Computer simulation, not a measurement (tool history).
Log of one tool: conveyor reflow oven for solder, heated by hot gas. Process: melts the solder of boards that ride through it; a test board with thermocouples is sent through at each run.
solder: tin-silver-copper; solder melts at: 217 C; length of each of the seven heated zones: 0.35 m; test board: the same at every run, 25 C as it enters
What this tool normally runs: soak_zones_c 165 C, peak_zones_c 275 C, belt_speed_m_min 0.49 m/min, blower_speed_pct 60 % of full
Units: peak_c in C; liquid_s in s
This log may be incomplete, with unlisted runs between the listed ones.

run,day,soak_zones_c,peak_zones_c,belt_speed_m_min,blower_speed_pct,peak_c,liquid_s
1,0,165,275,0.49,60,251.7,58.5
2,0.85,165,275,0.444,60,255.4,69.5
3,1.788,165,275,0.444,60,255.6,69.7
4,2.512,165,275,0.444,60,255.5,69.4
5,3.25,165,275,0.444,60,255.6,69.4
6,3.896,165,275,0.444,60,255.4,69.4
7,4.688,165,275,0.403,60,258.7,80.3
# day 5.054: flux residue cleaned out of gas plates and filters
8,5.908,165,275,0.403,60,258.9,80.4
9,6.808,165,275,0.49,70,253.7,61.1
10,7.671,165,275,0.49,70,253.9,60.8
11,8.396,165,275,0.49,60,251.7,58.7
12,9.2,165,275,0.49,63,252.4,59.4
13,10.275,165,275,0.49,60,251.5,58.8
14,11.062,165,275,0.49,60,251.9,58.5
15,12.125,165,275,0.49,60,251.6,59
16,12.712,165,275,0.45,60,255.1,67.8
17,13.3,166,288,0.587,61,254.4,50.2
18,13.875,169,288,0.499,61,263.1,67.8
19,14.733,169,288,0.499,61,262.9,67.4
20,15.221,169,288,0.499,61,263.1,67.5

The next listed run, before its measurement:
21,16.117,169,288,0.468,61,?,?

For run 21 the tool returned peak_c 265.8 C, liquid_s 74.3 s.
With no hidden state in the tool, this same run would have given peak_c 265.8 C, liquid_s 74.3 s.
